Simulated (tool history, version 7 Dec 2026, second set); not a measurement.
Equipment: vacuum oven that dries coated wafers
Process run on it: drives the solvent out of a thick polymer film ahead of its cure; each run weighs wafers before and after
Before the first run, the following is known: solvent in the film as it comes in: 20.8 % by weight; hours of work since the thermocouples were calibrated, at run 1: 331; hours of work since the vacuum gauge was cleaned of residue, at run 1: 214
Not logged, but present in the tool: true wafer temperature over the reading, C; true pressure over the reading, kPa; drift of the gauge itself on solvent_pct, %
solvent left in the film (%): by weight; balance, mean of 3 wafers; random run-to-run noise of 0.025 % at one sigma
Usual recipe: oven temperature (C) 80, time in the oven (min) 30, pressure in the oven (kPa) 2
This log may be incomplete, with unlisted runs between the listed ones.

run	hour	oven temperature (C)	time in the oven (min)	pressure in the oven (kPa)	hours of work since the thermocouples were calibrated	hours of work since the vacuum gauge was cleaned of residue	solvent left in the film (%)
1	0	80	30	2	331	214	1.73
2	54.5	80	30	2	374	257	1.7
3	101.4	80	30	2	411	294	1.69
4	150.4	80	52	2	449	332	1.07
5	186.3	80	52	2	477	360	1.01
6	222.2	80	21	2	505	388	2.78
7	248.6	80	15	2	526	409	4.41
# hour 254.8: vacuum gauge cleaned of residue and calibrated
8	274.9	69	15	2	545	16	7.49
9	317.6	85	17	4.4	579	49	3.46
10	357.3	86	54	4.88	610	80	1.84
11	386.4	86	54	4.88	633	103	1.89
12	437.7	92	26	2	673	143	0.85
13	461.7	92	26	3.83	692	162	1.35
14	491.5	69	23	3.31	715	186	5.88
15	529.2	88	23	4.64	745	215	2.17

Predict each of these 3 candidate next runs independently; none follows another, all start after run 15:
# hour 564: vacuum gauge cleaned of residue and calibrated, once more
A	567.6	68	16	6.13	774	3	?
# hour 564: vacuum gauge cleaned of residue and calibrated, once more
B	567.6	68	54	4.64	774	3	?
# hour 564: vacuum gauge cleaned of residue and calibrated, once more
C	567.6	70	23	4.64	774	3	?

run	solvent left in the film (%)
A	9.49
B	3.95
C	6.2
With no hidden state in the tool, these same runs would have given:
run	solvent left in the film (%)
A	9.87
B	4.18
C	6.54

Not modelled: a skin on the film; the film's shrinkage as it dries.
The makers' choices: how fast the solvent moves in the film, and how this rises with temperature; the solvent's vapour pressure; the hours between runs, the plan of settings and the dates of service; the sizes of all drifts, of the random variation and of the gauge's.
